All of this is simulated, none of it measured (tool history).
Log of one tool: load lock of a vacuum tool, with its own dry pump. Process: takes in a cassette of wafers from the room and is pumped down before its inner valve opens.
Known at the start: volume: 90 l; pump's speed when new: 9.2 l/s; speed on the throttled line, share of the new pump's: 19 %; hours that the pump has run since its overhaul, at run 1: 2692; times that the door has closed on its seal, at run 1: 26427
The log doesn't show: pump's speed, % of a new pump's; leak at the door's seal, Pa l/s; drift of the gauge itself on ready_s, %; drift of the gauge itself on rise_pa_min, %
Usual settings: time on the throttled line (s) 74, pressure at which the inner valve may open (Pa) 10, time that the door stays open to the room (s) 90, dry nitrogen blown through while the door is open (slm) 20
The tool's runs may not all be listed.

run      day  time on the throttled line (s)  pressure at which the inner valve may open (Pa)  time that the door stays open to the room (s)  dry nitrogen blown through while the door is open (slm)  hours that the pump has run since its overhaul  times that the door has closed on its seal  incoming humidity of the room's air, %  time from the closed door until the inner valve may open (s)  rise of the pressure with all valves shut (Pa/min)
  1        0                              74                                               10                                             90                                                       20                                            2692                                       26427                                    43.3                                                         152.3                                               0.273
  2    7.158                              74                                               10                                             90                                                       20                                            2864                                       26850                                    47.8                                                           154                                               0.288
  3   12.596                              74                                               10                                             90                                                       20                                            2995                                       27171                                    44.9                                                         152.8                                                0.29
      14.621  -- door's seal changed, seat wiped
  4   24.921                              74                                               10                                             90                                                       20                                            3289                                         607                                    47.1                                                         154.4                                               0.049
  5   38.125                             100                                               10                                             90                                                       20                                            3606                                        1386                                    46.2                                                         175.6                                               0.047
  6   46.692                              74                                                8                                             90                                                       20                                            3812                                        1892                                    44.2                                                         158.4                                               0.048
  7   54.488                              74                                                8                                             90                                                       20                                            3999                                        2352                                    46.7                                                         158.4                                               0.052
  8   64.354                              74                                                8                                             90                                                       20                                            4235                                        2935                                    43.7                                                         157.8                                               0.051
  9   71.462                              74                                                8                                             90                                                       20                                            4406                                        3354                                    43.2                                                           157                                               0.047
 10     79.2                              74                                               10                                             90                                                       20                                            4592                                        3811                                    45.8                                                           155                                               0.058
 11    88.25                              74                                               10                                             90                                                       20                                            4809                                        4345                                      47                                                         155.5                                                0.06
 12   95.104                              74                                               10                                             90                                                       20                                            4973                                        4749                                    44.8                                                           157                                               0.059
 13   102.95                              74                                               10                                             90                                                       20                                            5162                                        5212                                    43.7                                                         155.9                                               0.064
 14  109.671                              74                                               10                                             90                                                       20                                            5323                                        5609                                    45.2                                                         155.5                                               0.067
 15  119.229                              74                                               10                                             90                                                       20                                            5552                                        6173                                    45.5                                                           154                                               0.065
 16  127.142                              74                                               10                                             90                                                       20                                            5742                                        6640                                    43.6                                                         156.3                                               0.073
 17  134.929                              74                                               19                                             90                                                       20                                            5929                                        7099                                    44.1                                                         150.7                                               0.072
 18  144.508                              74                                               19                                             90                                                       20                                            6159                                        7665                                    42.6                                                           150                                               0.072
 19  156.425                              74                                               10                                             90                                                       20                                            6445                                        8368                                    46.6                                                         158.3                                               0.082
 20  168.921                              74                                               10                                             90                                                       20                                            6745                                        9105                                      44                                                         158.2                                                0.08
 21  180.412                              77                                               12                                             53                                                       14                                            7021                                        9784                                      45                                                         158.9                                               0.085
 22  190.946                              77                                               13                                             83                                                       14                                            7274                                       10405                                    43.4                                                         155.5                                               0.095
 23  199.154                              77                                               13                                             83                                                       14                                            7471                                       10890                                    43.4                                                         158.9                                                 0.1
 24  208.371                              74                                               15                                             90                                                        7                                            7692                                       11433                                    43.6                                                         153.3                                               0.109
 25  215.133                             116                                               13                                             81                                                       18                                            7854                                       11833                                    41.7                                                         187.8                                               0.104
 26  226.138                              83                                               13                                            105                                                       18                                            8118                                       12482                                    47.4                                                         163.8                                               0.116
 27  234.988                              38                                               18                                            152                                                       14                                            8331                                       13004                                    47.4                                                         123.5                                               0.135
 28  247.592                              90                                               18                                            152                                                       14                                            8633                                       13748                                    44.7                                                         164.2                                               0.135
 29  257.471                              74                                               10                                             90                                                       13                                            8870                                       14331                                    46.6                                                         159.3                                               0.137
 30  267.512                              74                                               10                                             90                                                       13                                            9111                                       14924                                    42.4                                                           162                                               0.144
 31  278.383                              96                                                7                                            161                                                       20                                            9372                                       15565                                    44.3                                                         183.3                                               0.161
 32  289.621                              96                                                7                                            161                                                       20                                            9642                                       16229                                    43.5                                                         183.4                                               0.164
 33  297.888                              74                                               10                                             78                                                       12                                            9840                                       16716                                    45.3                                                         161.3                                               0.158
 34  305.908                              74                                               10                                             78                                                       12                                           10033                                       17190                                    40.8                                                         160.5                                               0.154
 35  316.138                              74                                               10                                             78                                                       12                                           10278                                       17793                                    48.4                                                         160.7                                                0.17
 36  322.971                             125                                               10                                             36                                                       20                                           10442                                       18197                                    42.8                                                         199.8                                               0.161
 37   336.35                              74                                               10                                             31                                                       20                                           10763                                       18986                                      43                                                         160.4                                                0.16

Measured less the same run without the tool's hidden state. The same run-to-run variation is in both; the gauge's scatter may not be:
run  time from the closed door until the inner valve may open (s)  rise of the pressure with all valves shut (Pa/min)
  1                                                          +2.4                                              +0.233
  2                                                          +2.6                                              +0.242
  3                                                          +2.7                                              +0.246
  4                                                            +3                                              +0.002
  5                                                          +2.9                                              +0.004
  6                                                          +3.5                                              +0.005
  7                                                          +3.6                                              +0.008
  8                                                          +3.8                                              +0.009
  9                                                            +4                                              +0.012
 10                                                            +4                                              +0.013
 11                                                          +4.2                                              +0.016
 12                                                          +4.4                                              +0.019
 13                                                          +4.5                                              +0.021
 14                                                          +4.6                                              +0.023
 15                                                          +4.8                                              +0.026
 16                                                            +5                                              +0.029
 17                                                          +4.7                                              +0.032
 18                                                          +4.9                                              +0.035
 19                                                          +5.7                                              +0.039
 20                                                          +5.9                                              +0.044
 21                                                          +5.9                                               +0.05
 22                                                            +6                                              +0.053
 23                                                          +6.3                                              +0.058
 24                                                          +6.4                                              +0.062
 25                                                          +5.9                                              +0.066
 26                                                          +6.9                                              +0.071
 27                                                          +7.3                                              +0.074
 28                                                          +6.6                                              +0.082
 29                                                          +7.7                                              +0.087
 30                                                            +8                                              +0.096
 31                                                          +8.4                                              +0.105
 32                                                          +8.6                                               +0.11
 33                                                          +8.7                                              +0.115
 34                                                          +8.7                                              +0.118
 35                                                          +8.9                                              +0.125
 36                                                          +8.2                                              +0.132
 37                                                          +9.4                                              +0.139

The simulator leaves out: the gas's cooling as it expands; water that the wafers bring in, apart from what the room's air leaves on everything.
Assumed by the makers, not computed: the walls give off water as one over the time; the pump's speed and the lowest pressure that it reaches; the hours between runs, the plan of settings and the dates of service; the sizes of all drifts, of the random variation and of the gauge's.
